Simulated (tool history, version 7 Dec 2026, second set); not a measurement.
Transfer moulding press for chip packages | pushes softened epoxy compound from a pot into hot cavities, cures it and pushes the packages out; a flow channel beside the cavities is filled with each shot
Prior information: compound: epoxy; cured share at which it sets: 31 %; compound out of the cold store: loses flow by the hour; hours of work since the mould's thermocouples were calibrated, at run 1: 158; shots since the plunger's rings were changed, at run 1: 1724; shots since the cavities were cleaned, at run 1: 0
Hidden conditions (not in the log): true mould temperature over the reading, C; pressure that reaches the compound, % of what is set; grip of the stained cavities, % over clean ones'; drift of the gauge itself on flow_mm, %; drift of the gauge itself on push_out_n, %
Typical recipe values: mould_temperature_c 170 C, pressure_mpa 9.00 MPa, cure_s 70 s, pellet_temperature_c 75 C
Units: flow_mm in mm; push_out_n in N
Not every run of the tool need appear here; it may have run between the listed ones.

run   hour  mould_temperature_c  pressure_mpa  cure_s  pellet_temperature_c  hours of work since the mould's thermocouples were calibrated  shots since the plunger's rings were changed  shots since the cavities were cleaned  incoming compound's hours out of the cold store  flow_mm  push_out_n
  1    0.0                  170          9.00      70                    75                                                            158                                          1724                                      0                                             32.0      918         588
  2    5.6                  170          9.00      70                    75                                                            162                                          1820                                     96                                             30.2      928         664
  3   17.3                  170          9.00      70                    75                                                            171                                          2018                                    294                                             13.5      996         891
  4   28.5                  170          7.14      70                    75                                                            180                                          2209                                    485                                             36.8      788         889
  5   38.3                  170          9.00      70                    75                                                            188                                          2377                                    653                                             32.2      898        1004
      51.1  -- cavities cleaned with cleaning compound and waxed
  6   52.6                  170          9.00      70                    75                                                            198                                          2595                                     27                                             15.3      983         667
  7   59.6                  170          9.00      70                    75                                                            203                                          2714                                    146                                             27.2      922         733
  8   66.9                  170          9.00      70                    75                                                            209                                          2838                                    270                                             29.3      906         819
  9   75.2                  165          9.00      70                    75                                                            215                                          2979                                    411                                             30.4      919        1326
 10   84.4                  170          9.89      70                    75                                                            222                                          3135                                    567                                             19.2      995        1017
 11   92.5                  170          9.00      70                    75                                                            228                                          3275                                    707                                             33.0      896        1007
     102.0  -- cavities cleaned with cleaning compound and waxed
 12  102.0                  170          9.00      70                    75                                                            235                                          3410                                      0                                             43.9      833         602
 13  108.7                  170          9.00      70                    75                                                            240                                          3524                                    114                                             10.1      978         781
 14  122.0                  170          9.00      70                    75                                                            250                                          3751                                    341                                             36.1      854         847
 15  133.8                  170          9.00      70                    75                                                            259                                          3951                                    541                                             11.1      971        1024
 16  141.3                  163          9.00      72                    75                                                            265                                          4079                                    669                                             44.7      857        1427
     144.6  -- plunger's sealing rings changed
 17  152.9                  163          9.00      93                    82                                                            272                                           141                                    824                                             14.8     1061         941
     155.5  -- cavities cleaned with cleaning compound and waxed
 18  161.3                  178          9.00      93                    82                                                            278                                           259                                     99                                             29.1      938         442
 19  171.4                  169          7.40      63                    73                                                            285                                           431                                    271                                             36.0      854        1117
 20  182.4                  169          7.40     107                    69                                                            294                                           619                                    459                                             15.2      926         595
 21  190.0                  172         10.38      86                    69                                                            300                                           748                                    588                                             39.1      973         673
     195.1  -- mould's thermocouples calibrated
 22  198.1                  170          8.16      95                    69                                                              2                                           852                                    692                                             22.2      925         663
 23  205.4                  164          8.16      63                    74                                                              8                                           976                                    816                                             29.0      937        1997
     208.5  -- cavities cleaned with cleaning compound and waxed
 24  216.0                  170          8.53     101                    85                                                             15                                          1131                                    127                                             26.7      920         483
 25  223.8                  176          9.00     101                    82                                                             21                                          1264                                    260                                              8.5     1018         526
 26  232.4                  163          9.00     101                    76                                                             28                                          1411                                    407                                             39.6      922         652
 27  238.7                  177         10.78      61                    84                                                             33                                          1518                                    514                                             10.5     1093         823
 28  244.2                  170          7.13      70                    70                                                             37                                          1612                                    608                                             29.8      820         930
 29  254.5                  170          7.13      64                    79                                                             45                                          1787                                    783                                             17.3      889        1329

What if the next run were any one of these 3? Each begins from the tool's condition after run 29:
     259.9  -- cavities cleaned with cleaning compound and waxed
  A  262.9                  173          8.44      89                    79                                                             50                                          1904                                     51                                             38.4        ?           ?
     259.9  -- cavities cleaned with cleaning compound and waxed
  B  262.9                  170         10.66      64                    79                                                             50                                          1904                                     51                                             22.9        ?           ?
     259.9  -- cavities cleaned with cleaning compound and waxed
  C  262.9                  163          9.00     103                    69                                                             50                                          1904                                     51                                             34.8        ?           ?

run  flow_mm  push_out_n
  A      852         444
  B     1032         779
  C      934         486
Without the tool's unlogged condition, the same runs would have read:
run  flow_mm  push_out_n
  A      886         414
  B     1072         729
  C      971         454

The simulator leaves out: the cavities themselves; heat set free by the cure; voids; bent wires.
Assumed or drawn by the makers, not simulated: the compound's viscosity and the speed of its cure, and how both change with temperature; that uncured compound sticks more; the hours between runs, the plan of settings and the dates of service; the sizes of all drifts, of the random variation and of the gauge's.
